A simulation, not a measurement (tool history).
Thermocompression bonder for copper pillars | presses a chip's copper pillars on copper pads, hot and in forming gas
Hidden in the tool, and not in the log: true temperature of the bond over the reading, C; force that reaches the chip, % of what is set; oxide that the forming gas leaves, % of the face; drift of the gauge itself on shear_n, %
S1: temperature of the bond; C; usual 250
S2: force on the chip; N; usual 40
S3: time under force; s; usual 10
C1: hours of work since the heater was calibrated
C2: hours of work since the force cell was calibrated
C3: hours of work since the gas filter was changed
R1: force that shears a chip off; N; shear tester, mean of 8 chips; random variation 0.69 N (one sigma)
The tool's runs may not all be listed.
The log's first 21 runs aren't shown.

{"run": 22, "hour": 709.3, "S1": 250, "S2": 59, "S3": 16, "C1": 88, "C2": 702, "C3": 388, "R1": 99.3}
{"hour": 721.4, "done": "forming gas filter changed"}
{"run": 23, "hour": 755.6, "S1": 230, "S2": 25, "S3": 10, "C1": 107, "C2": 721, "C3": 14, "R1": 44.8}
{"run": 24, "hour": 803.1, "S1": 250, "S2": 26, "S3": 6, "C1": 127, "C2": 741, "C3": 34, "R1": 50.0}
{"run": 25, "hour": 840.8, "S1": 221, "S2": 40, "S3": 10, "C1": 143, "C2": 756, "C3": 50, "R1": 53.7}
{"run": 26, "hour": 874.0, "S1": 221, "S2": 40, "S3": 10, "C1": 156, "C2": 770, "C3": 64, "R1": 52.6}
{"run": 27, "hour": 895.6, "S1": 251, "S2": 40, "S3": 10, "C1": 165, "C2": 779, "C3": 73, "R1": 77.9}
{"run": 28, "hour": 922.3, "S1": 251, "S2": 40, "S3": 10, "C1": 176, "C2": 790, "C3": 84, "R1": 78.1}
{"run": 29, "hour": 947.0, "S1": 250, "S2": 30, "S3": 10, "C1": 187, "C2": 801, "C3": 94, "R1": 64.7}
{"run": 30, "hour": 995.6, "S1": 228, "S2": 48, "S3": 6, "C1": 207, "C2": 821, "C3": 114, "R1": 53.6}
{"run": 31, "hour": 1020.0, "S1": 228, "S2": 39, "S3": 5, "C1": 217, "C2": 831, "C3": 124, "R1": 43.9}
{"run": 32, "hour": 1050.0, "S1": 228, "S2": 39, "S3": 5, "C1": 230, "C2": 844, "C3": 137, "R1": 43.4}
{"run": 33, "hour": 1094.5, "S1": 228, "S2": 48, "S3": 5, "C1": 248, "C2": 862, "C3": 155, "R1": 49.2}
{"run": 34, "hour": 1142.5, "S1": 228, "S2": 48, "S3": 5, "C1": 268, "C2": 882, "C3": 175, "R1": 50.6}
{"run": 35, "hour": 1183.3, "S1": 241, "S2": 37, "S3": 10, "C1": 285, "C2": 899, "C3": 192, "R1": 65.4}
{"run": 36, "hour": 1213.7, "S1": 241, "S2": 37, "S3": 10, "C1": 298, "C2": 912, "C3": 205, "R1": 64.0}
{"run": 37, "hour": 1259.0, "S1": 241, "S2": 37, "S3": 10, "C1": 317, "C2": 931, "C3": 224, "R1": 64.2}
{"run": 38, "hour": 1303.0, "S1": 241, "S2": 37, "S3": 10, "C1": 335, "C2": 949, "C3": 242, "R1": 64.0}
{"run": 39, "hour": 1338.4, "S1": 241, "S2": 37, "S3": 10, "C1": 350, "C2": 964, "C3": 257, "R1": 64.0}

The next listed run, before its measurement:
{"run": 40, "hour": 1363.7, "S1": 277, "S2": 25, "S3": 10, "C1": 360, "C2": 974, "C3": 267, "R1": "?"}

R1: 75.6 N
Without the tool's hidden state the same run would have given R1 80.4 N.
